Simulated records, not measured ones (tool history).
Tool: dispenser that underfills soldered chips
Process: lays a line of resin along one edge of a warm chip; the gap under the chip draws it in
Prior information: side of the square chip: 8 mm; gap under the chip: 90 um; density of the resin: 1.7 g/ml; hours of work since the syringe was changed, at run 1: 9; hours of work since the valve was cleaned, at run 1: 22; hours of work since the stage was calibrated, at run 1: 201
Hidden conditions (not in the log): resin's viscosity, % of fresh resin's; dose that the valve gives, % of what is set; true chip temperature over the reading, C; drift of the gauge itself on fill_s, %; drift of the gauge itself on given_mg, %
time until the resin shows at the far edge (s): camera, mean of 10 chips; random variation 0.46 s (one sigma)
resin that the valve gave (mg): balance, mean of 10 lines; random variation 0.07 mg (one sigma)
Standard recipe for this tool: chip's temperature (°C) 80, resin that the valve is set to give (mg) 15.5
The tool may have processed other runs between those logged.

| run | day | chip's temperature (°C) | resin that the valve is set to give (mg) | hours of work since the syringe was changed | hours of work since the valve was cleaned | hours of work since the stage was calibrated | time until the resin shows at the far edge (s) | resin that the valve gave (mg) |
|---|---|---|---|---|---|---|---|---|
| 1 | 0 | 80 | 15.5 | 9 | 22 | 201 | 51.8 | 15.35 |
|  | 0.158 | new syringe of resin |
| 2 | 0.35 | 80 | 15.5 | 4 | 29 | 207 | 41.7 | 15.18 |
| 3 | 0.658 | 80 | 15.5 | 9 | 35 | 213 | 53.5 | 15.2 |
|  | 0.792 | new syringe of resin |
| 4 | 1.296 | 80 | 14 | 10 | 46 | 225 | 55.8 | 13.55 |
|  | 1.392 | new syringe of resin |
|  | 1.521 | dispensing valve cleaned and set on the balance |
| 5 | 1.629 | 80 | 14 | 4 | 2 | 230 | 41.3 | 13.95 |
| 6 | 1.912 | 88 | 15.5 | 9 | 7 | 236 | 36.1 | 15.39 |
|  | 2.058 | new syringe of resin |
| 7 | 2.538 | 88 | 13.4 | 9 | 19 | 247 | 37.3 | 13.2 |
|  | 2.65 | new syringe of resin |
| 8 | 3.112 | 88 | 13.4 | 9 | 30 | 258 | 37.2 | 13.03 |
|  | 3.279 | new syringe of resin |
| 9 | 3.546 | 80 | 13.6 | 5 | 38 | 266 | 45.7 | 13.27 |
|  | 3.888 | new syringe of resin |
| 10 | 4.038 | 80 | 15.5 | 3 | 47 | 275 | 39.9 | 14.99 |
|  | 4.233 | dispensing valve cleaned and set on the balance |
| 11 | 4.408 | 80 | 15.5 | 9 | 3 | 281 | 53.9 | 15.52 |
|  | 4.533 | new syringe of resin |
| 12 | 4.992 | 80 | 15.5 | 9 | 14 | 292 | 53.6 | 15.36 |
|  | 5.138 | new syringe of resin |
| 13 | 5.646 | 80 | 15.5 | 10 | 26 | 304 | 56.4 | 15.17 |
|  | 5.738 | new syringe of resin |
| 14 | 6.233 | 80 | 15.5 | 9 | 37 | 315 | 55.1 | 15.05 |
|  | 6.354 | new syringe of resin |
| 15 | 6.742 | 80 | 15.5 | 7 | 46 | 324 | 50.3 | 15.04 |
|  | 6.962 | dispensing valve cleaned and set on the balance |
|  | 7.008 | new syringe of resin |
| 16 | 7.117 | 80 | 15.5 | 2 | 3 | 330 | 39.5 | 15.5 |
|  | 7.617 | new syringe of resin |
| 17 | 7.654 | 80 | 15 | 1 | 13 | 340 | 37 | 14.91 |
|  | 8.212 | new syringe of resin |
| 18 | 8.212 | 91 | 15.1 | 0 | 23 | 351 | 21.3 | 14.9 |
| 19 | 8.562 | 91 | 15.1 | 7 | 30 | 357 | 27.8 | 14.85 |
|  | 8.842 | new syringe of resin |
| 20 | 8.942 | 91 | 15.1 | 2 | 36 | 364 | 22.8 | 14.72 |
|  | 9.438 | new syringe of resin |
| 21 | 9.621 | 91 | 15.1 | 3 | 49 | 377 | 24.3 | 14.54 |
|  | 9.708 | dispensing valve cleaned and set on the balance |
|  | 10.112 | new syringe of resin |
| 22 | 10.283 | 95 | 19.7 | 3 | 11 | 388 | 20 | 19.54 |
|  | 10.75 | new syringe of resin |
| 23 | 10.804 | 73 | 15.1 | 1 | 20 | 398 | 54.2 | 14.8 |
|  | 11.375 | new syringe of resin |
| 24 | 11.375 | 73 | 15.1 | 0 | 31 | 408 | 51.3 | 14.77 |
| 25 | 11.833 | 91 | 14.5 | 9 | 39 | 417 | 31.7 | 14.03 |
|  | 12.008 | new syringe of resin |
|  | 12.462 | dispensing valve cleaned and set on the balance |
| 26 | 12.538 | 76 | 16.7 | 9 | 1 | 429 | 66.9 | 16.53 |
|  | 12.654 | new syringe of resin |
| 27 | 12.917 | 83 | 18.9 | 5 | 8 | 436 | 38.8 | 18.8 |
|  | 13.183 | stage's temperature calibrated |
|  | 13.321 | new syringe of resin |
| 28 | 13.575 | 90 | 15.5 | 5 | 20 | 7 | 27.1 | 15.28 |
| 29 | 13.9 | 71 | 13.9 | 11 | 26 | 13 | 96 | 13.66 |
|  | 13.95 | new syringe of resin |
| 30 | 14.433 | 71 | 18.8 | 9 | 36 | 23 | 84.1 | 18.5 |
|  | 14.592 | new syringe of resin |
| 31 | 14.729 | 91 | 13.4 | 3 | 41 | 29 | 23.2 | 13.03 |
| 32 | 15.017 | 91 | 13.4 | 8 | 47 | 34 | 29.9 | 13.07 |
|  | 15.217 | new syringe of resin |
|  | 15.258 | dispensing valve cleaned and set on the balance |
| 33 | 15.458 | 87 | 19.2 | 4 | 4 | 41 | 28.6 | 19.4 |

Below are 4 alternative next runs, each starting from the tool's condition after run 33. Predict each:
|  | 15.858 | new syringe of resin |
| A | 15.879 | 78 | 19.2 | 0 | 12 | 49 | ? | ? |
|  | 15.858 | new syringe of resin |
| B | 15.879 | 92 | 15.8 | 0 | 12 | 49 | ? | ? |
|  | 15.858 | new syringe of resin |
| C | 15.879 | 91 | 17.9 | 0 | 12 | 49 | ? | ? |
|  | 15.858 | new syringe of resin |
| D | 15.879 | 85 | 15.4 | 0 | 12 | 49 | ? | ? |

| run | time until the resin shows at the far edge (s) | resin that the valve gave (mg) |
|---|---|---|
| A | 38.7 | 19.04 |
| B | 19.1 | 15.75 |
| C | 21.1 | 17.89 |
| D | 28.1 | 15.32 |
The same runs, with their run-to-run variation unchanged, on a tool lacking any hidden condition would have given:
| run | time until the resin shows at the far edge (s) | resin that the valve gave (mg) |
|---|---|---|
| A | 37 | 19.11 |
| B | 18.3 | 15.81 |
| C | 20.2 | 17.95 |
| D | 26.8 | 15.38 |
